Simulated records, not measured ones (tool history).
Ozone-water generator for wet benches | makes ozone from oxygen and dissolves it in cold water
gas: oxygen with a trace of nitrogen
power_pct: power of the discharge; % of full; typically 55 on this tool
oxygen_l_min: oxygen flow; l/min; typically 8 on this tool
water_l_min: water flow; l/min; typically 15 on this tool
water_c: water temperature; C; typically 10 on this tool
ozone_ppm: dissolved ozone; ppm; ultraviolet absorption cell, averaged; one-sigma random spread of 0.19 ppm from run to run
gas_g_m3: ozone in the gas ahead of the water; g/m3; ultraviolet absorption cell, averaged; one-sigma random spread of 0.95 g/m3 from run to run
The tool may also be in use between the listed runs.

| run | hour | power_pct | oxygen_l_min | water_l_min | water_c | ozone_ppm | gas_g_m3 |
|---|---|---|---|---|---|---|---|
| 1 | 0.0 | 55 | 8 | 15 | 10 | 27.3 | 161.6 |
| 2 | 65.9 | 55 | 8 | 15 | 10 | 27.1 | 162.1 |
| 3 | 112.7 | 55 | 8 | 15 | 10 | 27.6 | 162.8 |
| 4 | 172.8 | 55 | 8 | 15 | 10 | 27.0 | 162.9 |
| 5 | 236.5 | 55 | 8 | 13 | 10 | 30.2 | 161.5 |
| 6 | 292.3 | 55 | 8 | 13 | 10 | 30.6 | 162.6 |
| 7 | 342.7 | 55 | 8 | 13 | 10 | 30.4 | 163.5 |
| 8 | 391.2 | 55 | 8 | 13 | 10 | 30.4 | 161.6 |
| 9 | 468.9 | 55 | 8 | 18 | 10 | 24.0 | 161.3 |
| 10 | 553.1 | 55 | 8 | 15 | 10 | 27.3 | 161.5 |
| 11 | 598.5 | 77 | 8 | 15 | 10 | 35.2 | 208.9 |
| 12 | 656.6 | 77 | 8 | 15 | 10 | 35.1 | 208.0 |
| 13 | 727.7 | 55 | 8 | 19 | 10 | 22.6 | 162.6 |

Run 14 has not been measured yet. What should we expect?
| 14 | 790.7 | 55 | 8 | 19 | 10 | ? | ? |

{"run 14": {"ozone_ppm": 22.5, "gas_g_m3": 162.7}}
Had the tool carried no hidden state, the very same run would have given ozone_ppm 22.5 ppm, gas_g_m3 162.7 g/m3.

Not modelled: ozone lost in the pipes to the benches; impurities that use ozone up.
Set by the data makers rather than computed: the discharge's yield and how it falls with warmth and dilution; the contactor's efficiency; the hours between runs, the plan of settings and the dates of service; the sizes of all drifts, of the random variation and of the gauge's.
